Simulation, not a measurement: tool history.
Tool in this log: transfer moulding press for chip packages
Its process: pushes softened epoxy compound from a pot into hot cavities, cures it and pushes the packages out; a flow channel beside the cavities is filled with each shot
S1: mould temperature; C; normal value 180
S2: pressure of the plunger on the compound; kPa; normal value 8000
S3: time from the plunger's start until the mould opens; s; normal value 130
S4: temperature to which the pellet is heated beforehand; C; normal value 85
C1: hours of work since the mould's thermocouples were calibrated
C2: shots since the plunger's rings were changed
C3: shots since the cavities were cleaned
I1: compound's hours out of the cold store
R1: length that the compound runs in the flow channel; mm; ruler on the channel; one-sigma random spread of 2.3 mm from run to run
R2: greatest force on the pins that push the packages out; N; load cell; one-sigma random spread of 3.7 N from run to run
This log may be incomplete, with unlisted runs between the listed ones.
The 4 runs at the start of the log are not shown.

run     day   S1    S2   S3  S4   C1    C2   C3    I1   R1   R2
  5   3.554  180  8840  130  85  326  1256  172  34.5  712  166
  6   4.075  180  8000  130  85  332  1339  255  23.3  729  172
  7   4.992  180  8000  130  85  343  1485  401  36.8  672  172
  8   6.138  180  8000  130  85  356  1668  584  23.5  729  170
  9   7.029  180  8000  130  85  367  1810  726  35.3  676  177
 10   7.679  180  8000  130  85  374  1914  830  40.8  652  176
      8.017  -- cavities cleaned with cleaning compound and waxed
 11   8.721  180  8000  130  85  386  2069  112  21.5  739  174
 12   9.429  181  8000  130  85  394  2182  225  18.7  748  168
 13  10.467  180  8000  130  87  406  2347  390  43.0  641  170
 14  11.050  180  8000  130  85  413  2440  483   9.8  793  182
 15  11.950  180  8000  130  79  423  2584  627  14.1  769  179
 16  12.496  184  8000  130  85  430  2671  714  25.9  706  165
     13.542  -- cavities cleaned with cleaning compound and waxed
 17  13.683  186  8120  130  78  443  2850   23  24.2  714  164
 18  14.583  174  6650  160  95  453  2993  166  18.6  704  172
     15.058  -- plunger's sealing rings changed
 19  15.371  174  6650  160  95  461    49  275  35.8  631  171
     15.925  -- mould's thermocouples calibrated
 20  16.279  174  6650  160  79    4   181  407  25.7  671  177
 21  17.050  174  6650  160  79   13   304  530   8.0  752  173
 22  17.717  174  6650  160  79   21   410  636   9.9  748  179
 23  18.388  174  6650  160  79   29   516  742  16.8  709  181
 24  19.050  180  8000  130  79   36   622  848  17.3  761  177
     19.279  -- cavities cleaned with cleaning compound and waxed
 25  19.792  180  8000  130  79   44   730   81   8.8  800  175
 26  20.271  180  6920  148  85   50   806  157  11.6  732  170
 27  20.738  180  6920  148  85   55   881  232  28.6  656  160
 28  21.346  179  8470  111  83   63   978  329  19.5  770  215
 29  22.408  180  8640  158  84   75  1147  498  40.4  681  156

What does the tool deliver on the next run?
 30  23.246  180  8640  158  84  85  1281  632  42.8   ?   ?

Run 30 produced R1 670 mm, R2 156 N.
With the hidden condition absent and the run-to-run variation left alone, this run would have shown R1 670 mm, R2 156 N.
